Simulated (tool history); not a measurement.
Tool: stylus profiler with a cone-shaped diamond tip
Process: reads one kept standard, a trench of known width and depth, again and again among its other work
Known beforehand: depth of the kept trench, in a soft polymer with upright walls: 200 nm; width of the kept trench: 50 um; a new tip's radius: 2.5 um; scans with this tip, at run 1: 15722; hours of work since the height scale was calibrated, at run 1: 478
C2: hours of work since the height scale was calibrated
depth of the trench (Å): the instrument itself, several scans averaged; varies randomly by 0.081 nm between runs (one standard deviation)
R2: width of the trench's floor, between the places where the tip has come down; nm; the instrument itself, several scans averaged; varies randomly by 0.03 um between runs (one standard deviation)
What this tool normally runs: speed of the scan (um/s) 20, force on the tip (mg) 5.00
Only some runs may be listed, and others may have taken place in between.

Run 1, day 0.000: usual settings; scans with this tip 15722; C2 478. Result: depth of the trench (Å) 2046.2, R2 47710 nm.
Run 2, day 4.617: usual settings but speed of the scan (um/s) 5; scans with this tip 16054; C2 538. Result: depth of the trench (Å) 2047.6, R2 47780 nm.
Run 3, day 8.550: usual settings but speed of the scan (um/s) 5; scans with this tip 16338; C2 588. Result: depth of the trench (Å) 2046.0, R2 47750 nm.
Run 4, day 13.404: usual settings; scans with this tip 16687; C2 651. Result: depth of the trench (Å) 2048.0, R2 47690 nm.
Run 5, day 17.900: usual settings; scans with this tip 17011; C2 709. Result: depth of the trench (Å) 2049.8, R2 47640 nm.
Run 6, day 22.604: usual settings; scans with this tip 17349; C2 769. Result: depth of the trench (Å) 2049.2, R2 47660 nm.
Run 7, day 26.771: usual settings; scans with this tip 17649; C2 823. Result: depth of the trench (Å) 2047.5, R2 47720 nm.
Run 8, day 32.800: usual settings; scans with this tip 18083; C2 901. Result: depth of the trench (Å) 2049.0, R2 47700 nm.
Run 9, day 35.704: usual settings; scans with this tip 18292; C2 938. Result: depth of the trench (Å) 2047.4, R2 47660 nm.
Run 10, day 39.612: usual settings; scans with this tip 18573; C2 989. Result: depth of the trench (Å) 2048.7, R2 47610 nm.
Run 11, day 44.467: usual settings; scans with this tip 18923; C2 1051. Result: depth of the trench (Å) 2049.8, R2 47640 nm.
Run 12, day 49.054: usual settings but force on the tip (mg) 5.16; scans with this tip 19253; C2 1110. Result: depth of the trench (Å) 2049.3, R2 47630 nm.
Run 13, day 52.762: usual settings; scans with this tip 19520; C2 1158. Result: depth of the trench (Å) 2049.4, R2 47620 nm.
Run 14, day 57.508: usual settings; scans with this tip 19862; C2 1219. Result: depth of the trench (Å) 2049.4, R2 47630 nm.
Run 15, day 60.883: usual settings; scans with this tip 20105; C2 1263. Result: depth of the trench (Å) 2049.8, R2 47700 nm.
Run 16, day 65.550: usual settings but speed of the scan (um/s) 65; scans with this tip 20441; C2 1323. Result: depth of the trench (Å) 2051.1, R2 47510 nm.
Run 17, day 69.479: usual settings but speed of the scan (um/s) 10; scans with this tip 20724; C2 1374. Result: depth of the trench (Å) 2050.5, R2 47660 nm.
Run 18, day 75.408: usual settings but speed of the scan (um/s) 10; scans with this tip 21150; C2 1450. Result: depth of the trench (Å) 2049.6, R2 47660 nm.
Run 19, day 78.838: usual settings but force on the tip (mg) 8.13; scans with this tip 21397; C2 1494. Result: depth of the trench (Å) 2067.9, R2 47670 nm.
Run 20, day 82.267: usual settings but force on the tip (mg) 8.13; scans with this tip 21644; C2 1538. Result: depth of the trench (Å) 2067.4, R2 47600 nm.
Run 21, day 85.304: usual settings but force on the tip (mg) 8.13; scans with this tip 21863; C2 1578. Result: depth of the trench (Å) 2067.9, R2 47660 nm.
Run 22, day 87.962: usual settings but force on the tip (mg) 12.80; scans with this tip 22054; C2 1612. Result: depth of the trench (Å) 2090.1, R2 47620 nm.
Run 23, day 93.542: usual settings; scans with this tip 22456; C2 1684. Result: depth of the trench (Å) 2051.4, R2 47640 nm.
Run 24, day 96.812: usual settings but force on the tip (mg) 9.41; scans with this tip 22691; C2 1726. Result: depth of the trench (Å) 2075.2, R2 47650 nm.
Run 25, day 102.929: usual settings but speed of the scan (um/s) 55, force on the tip (mg) 9.41; scans with this tip 23131; C2 1805. Result: depth of the trench (Å) 2076.1, R2 47560 nm.
Run 26, day 105.479: usual settings but speed of the scan (um/s) 27, force on the tip (mg) 8.66; scans with this tip 23315; C2 1838. Result: depth of the trench (Å) 2071.5, R2 47560 nm.
Run 27, day 108.804: usual settings but speed of the scan (um/s) 8, force on the tip (mg) 7.88; scans with this tip 23554; C2 1880. Result: depth of the trench (Å) 2069.3, R2 47680 nm.
Run 28, day 114.146: usual settings but speed of the scan (um/s) 13, force on the tip (mg) 1.98; scans with this tip 23939; C2 1949. Result: depth of the trench (Å) 2031.0, R2 47620 nm.
Run 29, day 119.312: usual settings but speed of the scan (um/s) 79; scans with this tip 24311; C2 2016. Result: depth of the trench (Å) 2051.8, R2 47400 nm.
Run 30, day 125.075: usual settings but speed of the scan (um/s) 7, force on the tip (mg) 9.31; scans with this tip 24725; C2 2090. Result: depth of the trench (Å) 2076.3, R2 47620 nm.
Run 31, day 129.833: usual settings but speed of the scan (um/s) 7, force on the tip (mg) 9.31; scans with this tip 25068; C2 2151. Result: depth of the trench (Å) 2075.6, R2 47610 nm.
Run 32, day 133.692: usual settings but speed of the scan (um/s) 7, force on the tip (mg) 9.31; scans with this tip 25346; C2 2201. Result: depth of the trench (Å) 2076.2, R2 47620 nm.
Run 33, day 136.446: usual settings but speed of the scan (um/s) 10, force on the tip (mg) 4.21; scans with this tip 25544; C2 2237. Result: depth of the trench (Å) 2048.3, R2 47570 nm.
Run 34, day 140.708: usual settings but speed of the scan (um/s) 10, force on the tip (mg) 4.21; scans with this tip 25851; C2 2292. Result: depth of the trench (Å) 2048.3, R2 47520 nm.
At day 143.942: height scale calibrated on a step standard.
Run 35, day 146.583: usual settings but speed of the scan (um/s) 37, force on the tip (mg) 2.42; scans with this tip 26272; C2 34. Result: depth of the trench (Å) 2029.7, R2 47430 nm.
Run 36, day 149.879: usual settings but speed of the scan (um/s) 37, force on the tip (mg) 2.42; scans with this tip 26509; C2 77. Result: depth of the trench (Å) 2029.4, R2 47400 nm.
Run 37, day 153.238: usual settings but speed of the scan (um/s) 17, force on the tip (mg) 3.23; scans with this tip 26751; C2 120. Result: depth of the trench (Å) 2035.7, R2 47540 nm.
Run 38, day 158.579: usual settings but speed of the scan (um/s) 19, force on the tip (mg) 1.67; scans with this tip 27136; C2 189. Result: depth of the trench (Å) 2023.3, R2 47470 nm.
Run 39, day 162.062: usual settings but speed of the scan (um/s) 22, force on the tip (mg) 4.40; scans with this tip 27386; C2 234. Result: depth of the trench (Å) 2043.1, R2 47550 nm.
Run 40, day 166.475: usual settings but speed of the scan (um/s) 42, force on the tip (mg) 2.47; scans with this tip 27704; C2 290. Result: depth of the trench (Å) 2029.0, R2 47350 nm.
Run 41, day 170.729: usual settings but speed of the scan (um/s) 42, force on the tip (mg) 2.47; scans with this tip 28010; C2 345. Result: depth of the trench (Å) 2030.4, R2 47370 nm.
Run 42, day 175.838: usual settings but speed of the scan (um/s) 79, force on the tip (mg) 13.35; scans with this tip 28378; C2 411. Result: depth of the trench (Å) 2089.7, R2 47440 nm.
Run 43, day 179.525: usual settings but speed of the scan (um/s) 8, force on the tip (mg) 8.32; scans with this tip 28643; C2 459. Result: depth of the trench (Å) 2067.4, R2 47510 nm.
Run 44, day 183.042: usual settings but speed of the scan (um/s) 18, force on the tip (mg) 2.09; scans with this tip 28896; C2 504. Result: depth of the trench (Å) 2026.7, R2 47500 nm.
Run 45, day 187.975: usual settings but speed of the scan (um/s) 18, force on the tip (mg) 2.09; scans with this tip 29251; C2 568. Result: depth of the trench (Å) 2027.4, R2 47470 nm.
Run 46, day 190.458: usual settings but speed of the scan (um/s) 31, force on the tip (mg) 2.67; scans with this tip 29430; C2 600. Result: depth of the trench (Å) 2031.2, R2 47410 nm.
Run 47, day 193.588: usual settings but speed of the scan (um/s) 31, force on the tip (mg) 2.67; scans with this tip 29656; C2 640. Result: depth of the trench (Å) 2032.5, R2 47360 nm.

Below, each run's measurement less what the same run would have read without the hidden state. Both values contain the same run-to-run variation, but the gauge's scatter may not be the same in both:
Hidden state at play: radius of the tip, um; height scale over the true one, %; drift of the gauge itself on depth_nm, %; drift of the gauge itself on floor_um, %.
run  depth of the trench (Å)    R2
  1                     +1.0  -260
  2                     +1.2  -260
  3                     +1.4  -270
  4                     +1.5  -270
  5                     +1.8  -270
  6                     +2.0  -280
  7                     +2.2  -290
  8                     +2.4  -290
  9                     +2.5  -290
 10                     +2.8  -300
 11                     +3.0  -300
 12                     +3.1  -310
 13                     +3.3  -320
 14                     +3.5  -320
 15                     +3.6  -330
 16                     +3.8  -330
 17                     +4.0  -340
 18                     +4.2  -350
 19                     +4.5  -340
 20                     +4.6  -350
 21                     +4.7  -350
 22                     +4.9  -360
 23                     +5.1  -360
 24                     +5.3  -370
 25                     +5.5  -380
 26                     +5.6  -380
 27                     +5.7  -380
 28                     +5.8  -390
 29                     +6.2  -390
 30                     +6.5  -400
 31                     +6.7  -400
 32                     +6.9  -410
 33                     +6.9  -410
 34                     +7.1  -420
 35                     +0.0  -420
 36                     +0.1  -420
 37                     +0.3  -430
 38                     +0.4  -430
 39                     +0.7  -440
 40                     +0.8  -440
 41                     +1.0  -440
 42                     +1.2  -450
 43                     +1.4  -450
 44                     +1.5  -450
 45                     +1.7  -460
 46                     +1.8  -460
 47                     +2.0  -470
